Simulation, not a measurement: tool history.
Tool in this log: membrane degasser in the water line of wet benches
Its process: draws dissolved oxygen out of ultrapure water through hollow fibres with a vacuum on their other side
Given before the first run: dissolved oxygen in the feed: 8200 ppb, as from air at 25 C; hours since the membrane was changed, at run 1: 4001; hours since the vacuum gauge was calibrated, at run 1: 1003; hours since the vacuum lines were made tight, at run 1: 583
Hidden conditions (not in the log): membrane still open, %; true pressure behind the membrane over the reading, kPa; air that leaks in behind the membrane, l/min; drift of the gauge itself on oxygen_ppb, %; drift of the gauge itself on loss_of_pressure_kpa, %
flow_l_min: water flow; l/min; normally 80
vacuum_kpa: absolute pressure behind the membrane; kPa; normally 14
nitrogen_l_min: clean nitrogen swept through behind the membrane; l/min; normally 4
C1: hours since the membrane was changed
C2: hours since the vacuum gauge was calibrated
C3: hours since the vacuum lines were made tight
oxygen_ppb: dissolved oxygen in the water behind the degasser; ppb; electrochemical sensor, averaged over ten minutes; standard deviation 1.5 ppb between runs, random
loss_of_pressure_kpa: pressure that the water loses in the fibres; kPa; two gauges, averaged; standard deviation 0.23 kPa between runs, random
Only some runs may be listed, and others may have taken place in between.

{"run": 1, "hour": 0.0, "flow_l_min": 80, "vacuum_kpa": 14, "nitrogen_l_min": 4, "C1": 4001, "C2": 1003, "C3": 583, "oxygen_ppb": 462, "loss_of_pressure_kpa": 59.23}
{"run": 2, "hour": 92.7, "flow_l_min": 80, "vacuum_kpa": 14, "nitrogen_l_min": 4, "C1": 4093, "C2": 1096, "C3": 676, "oxygen_ppb": 462.8, "loss_of_pressure_kpa": 59.56}
{"run": 3, "hour": 212.0, "flow_l_min": 80, "vacuum_kpa": 14.6, "nitrogen_l_min": 4, "C1": 4213, "C2": 1215, "C3": 795, "oxygen_ppb": 485, "loss_of_pressure_kpa": 59.32}
{"run": 4, "hour": 324.4, "flow_l_min": 80, "vacuum_kpa": 14.6, "nitrogen_l_min": 4, "C1": 4325, "C2": 1327, "C3": 908, "oxygen_ppb": 487.3, "loss_of_pressure_kpa": 58.71}
{"run": 5, "hour": 451.8, "flow_l_min": 80, "vacuum_kpa": 14, "nitrogen_l_min": 4, "C1": 4452, "C2": 1455, "C3": 1035, "oxygen_ppb": 461.7, "loss_of_pressure_kpa": 59.14}
{"run": 6, "hour": 517.7, "flow_l_min": 80, "vacuum_kpa": 14, "nitrogen_l_min": 4, "C1": 4518, "C2": 1520, "C3": 1101, "oxygen_ppb": 463.7, "loss_of_pressure_kpa": 59.01}
{"run": 7, "hour": 615.0, "flow_l_min": 80, "vacuum_kpa": 8.8, "nitrogen_l_min": 4, "C1": 4616, "C2": 1618, "C3": 1198, "oxygen_ppb": 248.5, "loss_of_pressure_kpa": 59.46}
{"run": 8, "hour": 703.5, "flow_l_min": 80, "vacuum_kpa": 8.8, "nitrogen_l_min": 4, "C1": 4704, "C2": 1706, "C3": 1287, "oxygen_ppb": 249.1, "loss_of_pressure_kpa": 59.7}
{"run": 9, "hour": 819.3, "flow_l_min": 80, "vacuum_kpa": 8.8, "nitrogen_l_min": 4, "C1": 4820, "C2": 1822, "C3": 1402, "oxygen_ppb": 247.1, "loss_of_pressure_kpa": 59.56}
{"run": 10, "hour": 894.3, "flow_l_min": 80, "vacuum_kpa": 9.1, "nitrogen_l_min": 4, "C1": 4895, "C2": 1897, "C3": 1477, "oxygen_ppb": 262, "loss_of_pressure_kpa": 59.28}
{"run": 11, "hour": 991.9, "flow_l_min": 80, "vacuum_kpa": 9.1, "nitrogen_l_min": 4, "C1": 4992, "C2": 1995, "C3": 1575, "oxygen_ppb": 262.1, "loss_of_pressure_kpa": 59.18}
{"run": 12, "hour": 1096.6, "flow_l_min": 80, "vacuum_kpa": 9.1, "nitrogen_l_min": 4, "C1": 5097, "C2": 2099, "C3": 1680, "oxygen_ppb": 263.1, "loss_of_pressure_kpa": 59.21}
{"run": 13, "hour": 1173.1, "flow_l_min": 64, "vacuum_kpa": 9.1, "nitrogen_l_min": 4, "C1": 5174, "C2": 2176, "C3": 1756, "oxygen_ppb": 212.6, "loss_of_pressure_kpa": 47.13}
{"run": 14, "hour": 1277.5, "flow_l_min": 64, "vacuum_kpa": 9.1, "nitrogen_l_min": 4, "C1": 5278, "C2": 2280, "C3": 1861, "oxygen_ppb": 214.1, "loss_of_pressure_kpa": 47.55}
{"run": 15, "hour": 1346.7, "flow_l_min": 64, "vacuum_kpa": 9.1, "nitrogen_l_min": 4, "C1": 5347, "C2": 2350, "C3": 1930, "oxygen_ppb": 213.9, "loss_of_pressure_kpa": 47.41}
{"run": 16, "hour": 1471.3, "flow_l_min": 64, "vacuum_kpa": 9.1, "nitrogen_l_min": 4, "C1": 5472, "C2": 2474, "C3": 2054, "oxygen_ppb": 215.1, "loss_of_pressure_kpa": 47.69}
{"run": 17, "hour": 1591.9, "flow_l_min": 64, "vacuum_kpa": 9.1, "nitrogen_l_min": 4, "C1": 5592, "C2": 2595, "C3": 2175, "oxygen_ppb": 214.8, "loss_of_pressure_kpa": 47.6}
{"run": 18, "hour": 1657.8, "flow_l_min": 80, "vacuum_kpa": 14, "nitrogen_l_min": 4.47, "C1": 5658, "C2": 2661, "C3": 2241, "oxygen_ppb": 420.5, "loss_of_pressure_kpa": 59.47}
{"run": 19, "hour": 1761.0, "flow_l_min": 80, "vacuum_kpa": 21.8, "nitrogen_l_min": 4, "C1": 5762, "C2": 2764, "C3": 2344, "oxygen_ppb": 770.6, "loss_of_pressure_kpa": 59.74}
{"run": 20, "hour": 1814.3, "flow_l_min": 80, "vacuum_kpa": 14, "nitrogen_l_min": 7.88, "C1": 5815, "C2": 2817, "C3": 2397, "oxygen_ppb": 257.8, "loss_of_pressure_kpa": 59.6}
{"hour": 1822.2, "done": "vacuum gauge calibrated"}
{"run": 21, "hour": 1917.6, "flow_l_min": 65, "vacuum_kpa": 26, "nitrogen_l_min": 9.41, "C1": 5918, "C2": 95, "C3": 2500, "oxygen_ppb": 369.2, "loss_of_pressure_kpa": 48.49}
{"run": 22, "hour": 1989.2, "flow_l_min": 65, "vacuum_kpa": 26, "nitrogen_l_min": 9.41, "C1": 5989, "C2": 167, "C3": 2572, "oxygen_ppb": 366, "loss_of_pressure_kpa": 48.61}
{"run": 23, "hour": 2100.9, "flow_l_min": 80, "vacuum_kpa": 21.5, "nitrogen_l_min": 4, "C1": 6101, "C2": 279, "C3": 2684, "oxygen_ppb": 760.2, "loss_of_pressure_kpa": 59.87}
{"run": 24, "hour": 2205.2, "flow_l_min": 83, "vacuum_kpa": 14, "nitrogen_l_min": 3.78, "C1": 6205, "C2": 383, "C3": 2788, "oxygen_ppb": 506.8, "loss_of_pressure_kpa": 62.27}
{"run": 25, "hour": 2268.9, "flow_l_min": 83, "vacuum_kpa": 17.7, "nitrogen_l_min": 2.49, "C1": 6269, "C2": 447, "C3": 2852, "oxygen_ppb": 921.1, "loss_of_pressure_kpa": 61.8}
{"run": 26, "hour": 2370.2, "flow_l_min": 67, "vacuum_kpa": 12.6, "nitrogen_l_min": 4, "C1": 6370, "C2": 548, "C3": 2953, "oxygen_ppb": 352.7, "loss_of_pressure_kpa": 50.25}
{"hour": 2457.5, "done": "vacuum gauge calibrated, once more"}
{"run": 27, "hour": 2487.4, "flow_l_min": 67, "vacuum_kpa": 12.6, "nitrogen_l_min": 4, "C1": 6487, "C2": 30, "C3": 3070, "oxygen_ppb": 345.7, "loss_of_pressure_kpa": 49.83}
{"run": 28, "hour": 2546.3, "flow_l_min": 67, "vacuum_kpa": 12.6, "nitrogen_l_min": 4, "C1": 6546, "C2": 89, "C3": 3128, "oxygen_ppb": 346.6, "loss_of_pressure_kpa": 50.38}
{"run": 29, "hour": 2606.7, "flow_l_min": 53, "vacuum_kpa": 21.2, "nitrogen_l_min": 3, "C1": 6606, "C2": 149, "C3": 3189, "oxygen_ppb": 666, "loss_of_pressure_kpa": 39.23}
{"run": 30, "hour": 2679.8, "flow_l_min": 53, "vacuum_kpa": 21.2, "nitrogen_l_min": 3, "C1": 6679, "C2": 222, "C3": 3262, "oxygen_ppb": 666.2, "loss_of_pressure_kpa": 39.57}
{"run": 31, "hour": 2750.4, "flow_l_min": 53, "vacuum_kpa": 21.2, "nitrogen_l_min": 3, "C1": 6750, "C2": 293, "C3": 3333, "oxygen_ppb": 672.1, "loss_of_pressure_kpa": 39.66}

For each run, the measured value with the value that run would have given without the tool's hidden condition subtracted. The run-to-run variation is shared by both, the gauge scatter possibly not:
run=1 oxygen_ppb=+1.1 loss_of_pressure_kpa=+0.97
run=2 oxygen_ppb=+1.3 loss_of_pressure_kpa=+0.98
run=3 oxygen_ppb=+1.5 loss_of_pressure_kpa=+1.02
run=4 oxygen_ppb=+1.7 loss_of_pressure_kpa=+1.04
run=5 oxygen_ppb=+2 loss_of_pressure_kpa=+1.07
run=6 oxygen_ppb=+2 loss_of_pressure_kpa=+1.09
run=7 oxygen_ppb=+2.3 loss_of_pressure_kpa=+1.12
run=8 oxygen_ppb=+2.4 loss_of_pressure_kpa=+1.15
run=9 oxygen_ppb=+2.7 loss_of_pressure_kpa=+1.18
run=10 oxygen_ppb=+2.8 loss_of_pressure_kpa=+1.19
run=11 oxygen_ppb=+3 loss_of_pressure_kpa=+1.22
run=12 oxygen_ppb=+3.2 loss_of_pressure_kpa=+1.25
run=13 oxygen_ppb=+2.5 loss_of_pressure_kpa=+1.02
run=14 oxygen_ppb=+2.6 loss_of_pressure_kpa=+1.05
run=15 oxygen_ppb=+2.8 loss_of_pressure_kpa=+1.06
run=16 oxygen_ppb=+3 loss_of_pressure_kpa=+1.08
run=17 oxygen_ppb=+3.1 loss_of_pressure_kpa=+1.11
run=18 oxygen_ppb=+3.9 loss_of_pressure_kpa=+1.4
run=19 oxygen_ppb=+4.4 loss_of_pressure_kpa=+1.43
run=20 oxygen_ppb=+3 loss_of_pressure_kpa=+1.45
run=21 oxygen_ppb=+3 loss_of_pressure_kpa=+1.2
run=22 oxygen_ppb=+3 loss_of_pressure_kpa=+1.22
run=23 oxygen_ppb=+6.9 loss_of_pressure_kpa=+1.53
run=24 oxygen_ppb=+7.8 loss_of_pressure_kpa=+1.62
run=25 oxygen_ppb=+10 loss_of_pressure_kpa=+1.63
run=26 oxygen_ppb=+6.4 loss_of_pressure_kpa=+1.34
run=27 oxygen_ppb=+1.1 loss_of_pressure_kpa=+1.37
run=28 oxygen_ppb=+1.2 loss_of_pressure_kpa=+1.39
run=29 oxygen_ppb=+1.8 loss_of_pressure_kpa=+1.1
run=30 oxygen_ppb=+1.9 loss_of_pressure_kpa=+1.12
run=31 oxygen_ppb=+2 loss_of_pressure_kpa=+1.13
